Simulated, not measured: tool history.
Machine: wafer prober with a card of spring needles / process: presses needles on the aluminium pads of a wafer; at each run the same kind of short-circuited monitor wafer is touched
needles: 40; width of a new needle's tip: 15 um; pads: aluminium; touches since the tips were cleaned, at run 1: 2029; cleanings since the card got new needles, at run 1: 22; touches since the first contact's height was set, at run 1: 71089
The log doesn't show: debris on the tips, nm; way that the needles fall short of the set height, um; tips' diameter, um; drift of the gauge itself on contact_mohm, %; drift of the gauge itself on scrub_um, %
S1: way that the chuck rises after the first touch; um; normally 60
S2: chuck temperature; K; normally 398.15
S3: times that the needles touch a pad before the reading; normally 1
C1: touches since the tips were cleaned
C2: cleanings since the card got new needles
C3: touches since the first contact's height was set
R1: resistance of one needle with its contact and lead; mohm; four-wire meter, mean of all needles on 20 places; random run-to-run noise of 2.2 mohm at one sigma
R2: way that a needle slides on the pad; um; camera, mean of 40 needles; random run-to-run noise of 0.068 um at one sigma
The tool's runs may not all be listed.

run   hour  S1      S2  S3    C1  C2      C3   R1     R2
  1      0  60  398.15   1  2029  22   71089  296  14.28
       5.4  -- tips cleaned on abrasive film
  2    8.3  60  398.15   1   481  23   72458  267  14.19
  3   19.6  60  398.15   1  2381  23   74358  300  14.23
      22.5  -- tips cleaned on abrasive film
  4   31.2  60  398.15   1  1473  24   76293  286   14.3
      39.3  -- tips cleaned on abrasive film
  5   43.1  77  398.15   1   627  25   78257  260  18.46
  6   49.4  77  398.15   1  1689  25   79319  272  18.41
      56.3  -- tips cleaned on abrasive film
  7   61.1  77  398.15   1   799  26   81257  260  18.26
      73.9  -- tips cleaned on abrasive film
  8   74.2  64  398.15   1    48  27   83446  252  15.05
  9   88.7  64  398.15   1  2477  27   85875  298  15.06
      91.1  -- tips cleaned on abrasive film
 10   95.9  60  319.15   1   818  28   87071  256  14.18
 11  103.7  60  398.15   2  2111  28   88364  286  14.06
     107.8  -- tips cleaned on abrasive film
 12  111.3  60  398.15   2   581  29   89624  263   13.9
 13  120.1  60  398.15   2  2066  29   91109  282  14.13
     124.6  -- tips cleaned on abrasive film
 14  129.3  60  398.15   1   787  30   92627  277  13.91
     141.3  -- tips cleaned on abrasive film
 15    143  60  398.15   1   296  31   94918  268  13.96
 16  153.7  60  398.15   1  2077  31   96699  305  14.06
     158.1  -- tips cleaned on abrasive film
 17  162.7  60  398.15   1   766  32   98188  279  14.02
     175.4  -- tips cleaned on abrasive film
 18  176.9  62  372.15   1   259  33  100565  260  14.48
 19  190.4  78  372.15   1  2518  33  102824  280  18.45
     192.6  -- tips cleaned on abrasive film
 20  205.3  78  372.15   1  2116  34  105298  275  18.35
     209.6  -- tips cleaned on abrasive film
 21  216.3  78  372.15   1  1131  35  107131  260  18.42
 22    226  58  391.15   1  2750  35  108750  324  13.45
     226.9  -- tips cleaned on abrasive film
 23  235.5  72  398.15   1  1443  36  110338  276  16.73
 24  242.4  53  347.15   2  2591  36  111486  291  12.11
     243.5  -- tips cleaned on abrasive film
     243.8  -- height of the first contact set anew
 25  249.1  52  382.15   1   884  37     884  294  11.04
     260.5  -- tips cleaned on abrasive film
 26  260.5  59  381.15   1     0  38    2769  255  12.82
 27    272  62  365.15   1  1940  38    4709  300  13.54
     277.1  -- tips cleaned on abrasive film
 28  280.6  62  365.15   1   582  39    6120  270  13.47
 29  289.7  64  332.15   1  2117  39    7655  299  13.97
     294.3  -- tips cleaned on abrasive film
 30  298.5  53  307.15   2   708  40    9113  258  11.32
 31  304.5  45  343.15   1  1708  40   10113  355   9.36
     306.1  -- height of the first contact set anew, once more
     311.3  -- tips cleaned on abrasive film
 32  312.1  45  343.15   1   135  41     992  259  11.19
 33  321.8  60  330.15   1  1752  41    2609  281  14.96
       328  -- tips cleaned on abrasive film
 34  335.2  43  332.15   1  1202  42    4840  304  10.66

Consider 3 possible next runs. They are alternatives, not a sequence: every one starts from the tool as it was left by run 34. What does each give?
     344.9  -- tips cleaned on abrasive film
  A  344.9  43  361.15   1   0  43  6448   ?   ?
     344.9  -- tips cleaned on abrasive film
  B  344.9  60  398.15   1   0  43  6448   ?   ?
     344.9  -- tips cleaned on abrasive film
  C  344.9  69  303.15   1   0  43  6448   ?   ?

run   R1     R2
  A  255  10.72
  B  250  14.96
  C  227  17.11
With no hidden state in the tool, these same runs would have given:
run   R1     R2
  A  247   10.8
  B  246  15.05
  C  224  17.19
